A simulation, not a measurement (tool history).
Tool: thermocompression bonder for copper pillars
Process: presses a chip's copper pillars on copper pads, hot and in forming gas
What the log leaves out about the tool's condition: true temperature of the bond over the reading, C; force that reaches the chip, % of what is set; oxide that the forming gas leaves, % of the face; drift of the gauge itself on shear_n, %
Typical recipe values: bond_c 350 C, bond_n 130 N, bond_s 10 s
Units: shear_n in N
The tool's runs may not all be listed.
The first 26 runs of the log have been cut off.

run	hour	bond_c	bond_n	bond_s	hours of work since the heater was calibrated	hours of work since the force cell was calibrated	hours of work since the gas filter was changed	shear_n
27	220.3	380	167	26	601	210	86	86.2
28	225.2	380	167	26	605	213	89	84
29	231.2	355	143	10	608	217	93	63.2
30	238.8	355	143	10	613	222	98	65.1
31	247.3	350	141	7	618	227	103	55.4
32	257.5	379	141	7	625	234	109	66.8
33	264.2	374	99	19	629	238	114	65.3
34	275.6	358	164	11	636	245	121	71.3
35	285.7	358	164	11	643	252	127	69.5

Below are 5 alternative next runs, each starting from the tool's condition after run 35. Predict each:
A	296.4	321	79	6	649	258	134	?
B	296.4	335	164	16	649	258	134	?
C	296.4	350	161	10	649	258	134	?
D	296.4	348	137	6	649	258	134	?
E	296.4	336	126	12	649	258	134	?

run	shear_n
A	24
B	67.9
C	65.3
D	51.1
E	55.1
Without the tool's hidden state the same runs would have given:
run	shear_n
A	28.9
B	76.6
C	73.7
D	59
E	63.7

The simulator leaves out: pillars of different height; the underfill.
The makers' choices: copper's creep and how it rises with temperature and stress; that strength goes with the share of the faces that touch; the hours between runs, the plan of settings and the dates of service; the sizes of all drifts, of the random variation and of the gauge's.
